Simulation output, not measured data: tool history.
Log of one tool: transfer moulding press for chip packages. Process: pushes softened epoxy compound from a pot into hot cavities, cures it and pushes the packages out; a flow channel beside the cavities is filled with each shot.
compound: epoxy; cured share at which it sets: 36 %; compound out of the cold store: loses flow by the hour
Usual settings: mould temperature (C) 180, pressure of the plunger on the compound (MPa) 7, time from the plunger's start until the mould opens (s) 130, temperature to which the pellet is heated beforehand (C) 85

run,hour,mould temperature (C),pressure of the plunger on the compound (MPa),time from the plunger's start until the mould opens (s),temperature to which the pellet is heated beforehand (C),incoming compound's hours out of the cold store,length that the compound runs in the flow channel (mm),greatest force on the pins that push the packages out (N)
1,0,180,7,130,85,28.3,941,553
2,9.4,180,7,130,85,28,957,576
3,21.4,180,7,130,85,19.3,973,609
4,34.3,180,7,130,85,24.3,960,633
5,46.2,180,7,130,85,39.2,921,627
# hour 66.3: cavities cleaned with cleaning compound and waxed
6,68.2,180,7,130,85,45.4,908,319
7,78.7,180,7,130,85,36.5,929,391
8,93,180,7,130,85,17.2,984,525
9,102.6,180,7,130,85,36.3,917,527
# hour 106.5: mould's thermocouples calibrated
10,121.6,180,7,130,85,16.4,972,613
11,133.5,180,7,130,85,29.3,918,620
12,148.7,180,7,130,85,14.6,951,652
# hour 165.2: mould's thermocouples calibrated, once more
13,172.4,180,7,130,85,38.6,907,615
# hour 181.8: cavities cleaned with cleaning compound and waxed
14,186.1,180,7,130,85,33,915,349
15,200,180,7,130,85,20,946,427
16,213.4,184,7,130,85,40.9,879,392
17,233.6,184,8.15,130,75,18.2,1019,456
18,248,180,7,154,85,43.1,888,454
19,263.6,180,5.23,154,85,37.3,777,483
20,275.8,180,7.55,162,85,14.8,996,481
21,288,180,7.55,162,85,18.9,983,500
# hour 292.5: cavities cleaned with cleaning compound and waxed
# hour 297.2: plunger's sealing rings changed
22,313.7,183,7.9,136,85,21.9,1045,366
23,326,183,7.9,136,85,29.8,1022,390
24,342,188,7,153,92,38.6,922,393
25,352.3,175,6.92,119,92,22.1,1028,934
26,373,180,6.92,119,92,44.5,933,684
27,387.1,180,6.92,119,92,32.8,947,718

5 ways to go on from here, each from the tool as it stands after run 27. What would each give?
A,401.2,188,7,128,85,11.8,?,?
B,401.2,175,7,155,85,25.1,?,?
C,401.2,180,5.46,137,92,43.8,?,?
D,401.2,178,7,157,93,16.5,?,?
E,401.2,180,5.97,119,92,32.2,?,?

run,length that the compound runs in the flow channel (mm),greatest force on the pins that push the packages out (N)
A,999,487
B,990,615
C,820,542
D,1020,529
E,882,736
Without the tool's hidden state the same runs would have given:
run,length that the compound runs in the flow channel (mm),greatest force on the pins that push the packages out (N)
A,1011,235
B,1001,286
C,830,254
D,1032,248
E,892,335
